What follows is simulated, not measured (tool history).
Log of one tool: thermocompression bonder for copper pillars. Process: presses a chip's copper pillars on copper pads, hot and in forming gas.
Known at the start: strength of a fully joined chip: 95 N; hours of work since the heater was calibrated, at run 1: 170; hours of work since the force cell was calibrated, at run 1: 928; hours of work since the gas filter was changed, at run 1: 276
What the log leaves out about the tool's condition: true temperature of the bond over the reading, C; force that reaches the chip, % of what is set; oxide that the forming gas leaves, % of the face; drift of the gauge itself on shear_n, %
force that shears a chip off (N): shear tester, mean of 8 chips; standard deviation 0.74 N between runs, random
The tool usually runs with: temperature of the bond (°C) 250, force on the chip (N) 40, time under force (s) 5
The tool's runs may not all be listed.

| run | hour | temperature of the bond (°C) | force on the chip (N) | time under force (s) | hours of work since the heater was calibrated | hours of work since the force cell was calibrated | hours of work since the gas filter was changed | force that shears a chip off (N) |
|---|---|---|---|---|---|---|---|---|
| 1 | 0.0 | 250 | 40 | 5 | 170 | 928 | 276 | 50.4 |
| 2 | 16.6 | 250 | 40 | 5 | 183 | 941 | 289 | 51.2 |
|  | 22.0 | force cell calibrated |
| 3 | 26.9 | 250 | 40 | 5 | 189 | 4 | 295 | 49.4 |
| 4 | 37.9 | 250 | 40 | 5 | 197 | 12 | 303 | 50.3 |
|  | 46.7 | forming gas filter changed |
| 5 | 46.7 | 250 | 40 | 5 | 203 | 18 | 0 | 54.0 |
| 6 | 61.4 | 250 | 40 | 5 | 214 | 29 | 11 | 54.7 |
| 7 | 80.3 | 250 | 45 | 4 | 228 | 43 | 25 | 51.8 |
|  | 95.2 | force cell calibrated, once more |
| 8 | 96.2 | 222 | 25 | 5 | 239 | 1 | 36 | 31.6 |
| 9 | 110.1 | 229 | 29 | 3 | 249 | 11 | 46 | 29.3 |
| 10 | 123.9 | 222 | 43 | 6 | 259 | 21 | 56 | 43.1 |
| 11 | 138.1 | 222 | 43 | 6 | 270 | 32 | 67 | 43.3 |

Hidden state or all else? Some run-to-run changes of force that shears a chip off (N), split into what the settings, what came in and random variation would give without the hidden state, and what is left for the hidden state (with any gauge scatter that isn't in both results):
Run 4 -> 5: forming gas filter changed. force that shears a chip off (N) +3.7: hidden state +4.3, all else -0.6.
Run 7 -> 8: temperature of the bond (°C) 250 -> 222, force on the chip (N) 45 -> 25, time under force (s) 4 -> 5, force cell calibrated, once more. force that shears a chip off (N) -20.2: hidden state -0.9, all else -19.3.
